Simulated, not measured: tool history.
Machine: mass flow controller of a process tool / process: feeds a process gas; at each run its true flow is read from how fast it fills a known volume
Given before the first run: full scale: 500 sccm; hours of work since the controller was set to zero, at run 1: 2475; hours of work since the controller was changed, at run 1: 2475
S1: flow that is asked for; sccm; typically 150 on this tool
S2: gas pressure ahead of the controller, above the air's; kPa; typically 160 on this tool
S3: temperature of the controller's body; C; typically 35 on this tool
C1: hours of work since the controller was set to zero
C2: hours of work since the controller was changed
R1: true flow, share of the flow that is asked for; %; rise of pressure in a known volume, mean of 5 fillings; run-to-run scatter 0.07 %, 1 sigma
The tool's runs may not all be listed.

Run 1, day 0.000: usual settings; C1 2475; C2 2475. Result: R1 101.78 %.
Run 2, day 12.946: usual settings but S3 22 C; C1 2704; C2 2704. Result: R1 102.52 %.
Run 3, day 23.417: usual settings but S3 22 C; C1 2890; C2 2890. Result: R1 102.81 %.
Run 4, day 36.350: usual settings but S3 21 C; C1 3119; C2 3119. Result: R1 103.19 %.
Run 5, day 48.654: usual settings but S3 21 C; C1 3336; C2 3336. Result: R1 103.49 %.
Run 6, day 60.212: usual settings but S1 203 sccm; C1 3541; C2 3541. Result: R1 102.78 %.
Run 7, day 66.508: usual settings but S1 203 sccm; C1 3653; C2 3653. Result: R1 102.94 %.
Run 8, day 77.112: usual settings but S2 200 kPa; C1 3840; C2 3840. Result: R1 103.22 %.
Run 9, day 84.288: usual settings but S1 55 sccm, S2 146 kPa; C1 3967; C2 3967. Result: R1 107.23 %.
Run 10, day 94.833: usual settings but S2 228 kPa, S3 29 C; C1 4154; C2 4154. Result: R1 103.61 %.
At day 95.804: controller's zero set anew.
Run 11, day 107.417: usual settings but S1 137 sccm, S2 187 kPa, S3 39 C; C1 206; C2 4376. Result: R1 104.41 %.
Run 12, day 117.021: usual settings but S1 137 sccm, S2 187 kPa, S3 39 C; C1 376; C2 4546. Result: R1 104.71 %.
Run 13, day 124.812: usual settings but S1 137 sccm, S2 187 kPa, S3 39 C; C1 514; C2 4684. Result: R1 104.90 %.
At day 129.033: controller's zero set anew, once more.
Run 14, day 134.517: usual settings but S1 137 sccm, S2 187 kPa, S3 39 C; C1 97; C2 4856. Result: R1 101.59 %.
Run 15, day 141.088: usual settings but S2 220 kPa, S3 29 C; C1 213; C2 4972. Result: R1 102.13 %.

Hidden state at the last listed run before each entry between runs and at the first one after, where it differs:
Run 10 -> run 11: controller's zero set anew (day 95.804)
  flow at rest that the sensor doesn't see, % of full scale: 0.726 -> 0.921; true flow over the shown one, %: 3.18 -> 3.35
  measured less the result without the state, R1: +5.59 -> +6.71 %
Run 13 -> run 14: controller's zero set anew, once more (day 129.033)
  flow at rest that the sensor doesn't see, % of full scale: 0.969 -> 0.036; true flow over the shown one, %: 3.58 -> 3.71
  measured less the result without the state, R1: +7.11 -> +3.83 %
